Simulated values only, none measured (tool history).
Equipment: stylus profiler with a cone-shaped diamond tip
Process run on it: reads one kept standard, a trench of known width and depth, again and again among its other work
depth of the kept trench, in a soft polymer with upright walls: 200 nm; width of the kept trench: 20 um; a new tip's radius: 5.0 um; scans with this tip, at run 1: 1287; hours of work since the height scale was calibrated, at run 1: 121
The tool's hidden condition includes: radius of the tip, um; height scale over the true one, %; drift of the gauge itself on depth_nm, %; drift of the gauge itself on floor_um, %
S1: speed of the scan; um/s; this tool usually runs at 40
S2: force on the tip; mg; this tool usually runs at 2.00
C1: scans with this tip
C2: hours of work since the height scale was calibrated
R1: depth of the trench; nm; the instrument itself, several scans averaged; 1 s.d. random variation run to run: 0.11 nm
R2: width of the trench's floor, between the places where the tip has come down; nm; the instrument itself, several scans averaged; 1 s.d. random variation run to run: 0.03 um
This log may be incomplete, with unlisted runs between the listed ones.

{"run": 1, "hour": 0.0, "S1": 40, "S2": 2.0, "C1": 1287, "C2": 121, "R1": 201.39, "R2": 17090}
{"run": 2, "hour": 87.7, "S1": 40, "S2": 2.08, "C1": 1833, "C2": 173, "R1": 201.2, "R2": 17020}
{"run": 3, "hour": 150.5, "S1": 40, "S2": 2.0, "C1": 2224, "C2": 209, "R1": 201.29, "R2": 17050}
{"run": 4, "hour": 216.0, "S1": 40, "S2": 2.0, "C1": 2632, "C2": 248, "R1": 201.57, "R2": 17000}
{"run": 5, "hour": 264.8, "S1": 40, "S2": 2.0, "C1": 2936, "C2": 276, "R1": 201.5, "R2": 16990}
{"run": 6, "hour": 335.4, "S1": 40, "S2": 2.0, "C1": 3375, "C2": 318, "R1": 201.57, "R2": 16970}
{"run": 7, "hour": 420.3, "S1": 40, "S2": 2.0, "C1": 3905, "C2": 368, "R1": 201.4, "R2": 16930}
{"run": 8, "hour": 510.6, "S1": 40, "S2": 2.0, "C1": 4467, "C2": 421, "R1": 201.43, "R2": 16910}
{"run": 9, "hour": 617.3, "S1": 40, "S2": 0.86, "C1": 5131, "C2": 483, "R1": 201.05, "R2": 16890}
{"run": 10, "hour": 681.6, "S1": 40, "S2": 0.86, "C1": 5531, "C2": 521, "R1": 201.07, "R2": 16830}
{"run": 11, "hour": 763.9, "S1": 40, "S2": 0.86, "C1": 6044, "C2": 569, "R1": 201.23, "R2": 16850}
{"run": 12, "hour": 816.9, "S1": 40, "S2": 0.86, "C1": 6374, "C2": 600, "R1": 201.19, "R2": 16780}
{"run": 13, "hour": 888.4, "S1": 40, "S2": 0.86, "C1": 6819, "C2": 642, "R1": 201.35, "R2": 16780}
{"run": 14, "hour": 969.0, "S1": 68, "S2": 2.0, "C1": 7321, "C2": 689, "R1": 201.87, "R2": 16770}
{"run": 15, "hour": 1069.8, "S1": 68, "S2": 2.0, "C1": 7949, "C2": 748, "R1": 201.86, "R2": 16710}
{"hour": 1074.9, "done": "height scale calibrated on a step standard"}
{"run": 16, "hour": 1137.1, "S1": 68, "S2": 2.0, "C1": 8364, "C2": 36, "R1": 202.56, "R2": 16720}
{"run": 17, "hour": 1219.6, "S1": 68, "S2": 2.0, "C1": 8878, "C2": 85, "R1": 202.35, "R2": 16730}
{"run": 18, "hour": 1285.0, "S1": 68, "S2": 2.0, "C1": 9285, "C2": 123, "R1": 202.38, "R2": 16680}
{"hour": 1327.8, "done": "height scale calibrated on a step standard, once more"}
{"run": 19, "hour": 1386.2, "S1": 68, "S2": 2.0, "C1": 9912, "C2": 34, "R1": 201.19, "R2": 16610}
{"run": 20, "hour": 1475.8, "S1": 21, "S2": 2.0, "C1": 10470, "C2": 87, "R1": 201.4, "R2": 16710}
{"run": 21, "hour": 1527.8, "S1": 21, "S2": 2.0, "C1": 10794, "C2": 117, "R1": 201.33, "R2": 16710}
{"run": 22, "hour": 1591.1, "S1": 44, "S2": 2.0, "C1": 11188, "C2": 154, "R1": 201.67, "R2": 16660}
{"run": 23, "hour": 1682.0, "S1": 11, "S2": 5.22, "C1": 11755, "C2": 208, "R1": 202.36, "R2": 16740}
{"run": 24, "hour": 1746.4, "S1": 13, "S2": 4.54, "C1": 12155, "C2": 245, "R1": 202.25, "R2": 16710}
{"run": 25, "hour": 1817.2, "S1": 95, "S2": 5.5, "C1": 12596, "C2": 287, "R1": 202.53, "R2": 16560}
{"run": 26, "hour": 1915.5, "S1": 95, "S2": 5.5, "C1": 13209, "C2": 345, "R1": 202.55, "R2": 16510}
{"run": 27, "hour": 1977.9, "S1": 18, "S2": 2.0, "C1": 13597, "C2": 381, "R1": 201.58, "R2": 16620}
{"run": 28, "hour": 2035.3, "S1": 109, "S2": 1.36, "C1": 13955, "C2": 415, "R1": 201.22, "R2": 16400}
{"run": 29, "hour": 2135.5, "S1": 127, "S2": 1.26, "C1": 14578, "C2": 473, "R1": 201.23, "R2": 16310}
{"run": 30, "hour": 2180.1, "S1": 127, "S2": 1.26, "C1": 14856, "C2": 500, "R1": 201.2, "R2": 16250}
{"run": 31, "hour": 2274.6, "S1": 46, "S2": 1.02, "C1": 15445, "C2": 555, "R1": 201.29, "R2": 16390}
{"run": 32, "hour": 2375.3, "S1": 46, "S2": 1.02, "C1": 16071, "C2": 614, "R1": 201.3, "R2": 16460}
{"run": 33, "hour": 2464.6, "S1": 46, "S2": 1.02, "C1": 16628, "C2": 666, "R1": 201.36, "R2": 16410}
{"run": 34, "hour": 2527.6, "S1": 13, "S2": 1.19, "C1": 17020, "C2": 703, "R1": 201.43, "R2": 16560}
{"run": 35, "hour": 2587.1, "S1": 20, "S2": 3.1, "C1": 17390, "C2": 738, "R1": 202.23, "R2": 16480}
{"run": 36, "hour": 2693.4, "S1": 20, "S2": 3.1, "C1": 18052, "C2": 801, "R1": 202.2, "R2": 16450}
{"run": 37, "hour": 2761.9, "S1": 20, "S2": 3.1, "C1": 18479, "C2": 841, "R1": 202.33, "R2": 16450}
{"run": 38, "hour": 2851.1, "S1": 20, "S2": 3.39, "C1": 19034, "C2": 893, "R1": 202.58, "R2": 16440}
{"run": 39, "hour": 2906.5, "S1": 107, "S2": 1.44, "C1": 19379, "C2": 925, "R1": 201.73, "R2": 16190}
{"run": 40, "hour": 2996.4, "S1": 16, "S2": 5.44, "C1": 19939, "C2": 978, "R1": 203.25, "R2": 16370}
{"run": 41, "hour": 3055.8, "S1": 73, "S2": 3.98, "C1": 20309, "C2": 1013, "R1": 202.66, "R2": 16250}

4 options for the next run, each taken on its own from the tool as it stands now. Forecast them:
{"hour": 3132.8, "done": "new tip fitted, height scale calibrated"}
{"run": "A", "hour": 3166.6, "S1": 39, "S2": 3.08, "C1": 210, "C2": 20, "R1": "?", "R2": "?"}
{"hour": 3132.8, "done": "new tip fitted, height scale calibrated"}
{"run": "B", "hour": 3166.6, "S1": 40, "S2": 2.29, "C1": 210, "C2": 20, "R1": "?", "R2": "?"}
{"hour": 3132.8, "done": "new tip fitted, height scale calibrated"}
{"run": "C", "hour": 3166.6, "S1": 90, "S2": 1.38, "C1": 210, "C2": 20, "R1": "?", "R2": "?"}
{"hour": 3132.8, "done": "new tip fitted, height scale calibrated"}
{"run": "D", "hour": 3166.6, "S1": 12, "S2": 1.29, "C1": 210, "C2": 20, "R1": "?", "R2": "?"}

run=A R1=201.51 R2=17100
run=B R1=201.41 R2=17090
run=C R1=200.82 R2=16940
run=D R1=200.89 R2=17170
What these runs would have given with no unlogged condition in the tool:
run=A R1=201.53 R2=17110
run=B R1=201.43 R2=17110
run=C R1=200.84 R2=16960
run=D R1=200.91 R2=17190

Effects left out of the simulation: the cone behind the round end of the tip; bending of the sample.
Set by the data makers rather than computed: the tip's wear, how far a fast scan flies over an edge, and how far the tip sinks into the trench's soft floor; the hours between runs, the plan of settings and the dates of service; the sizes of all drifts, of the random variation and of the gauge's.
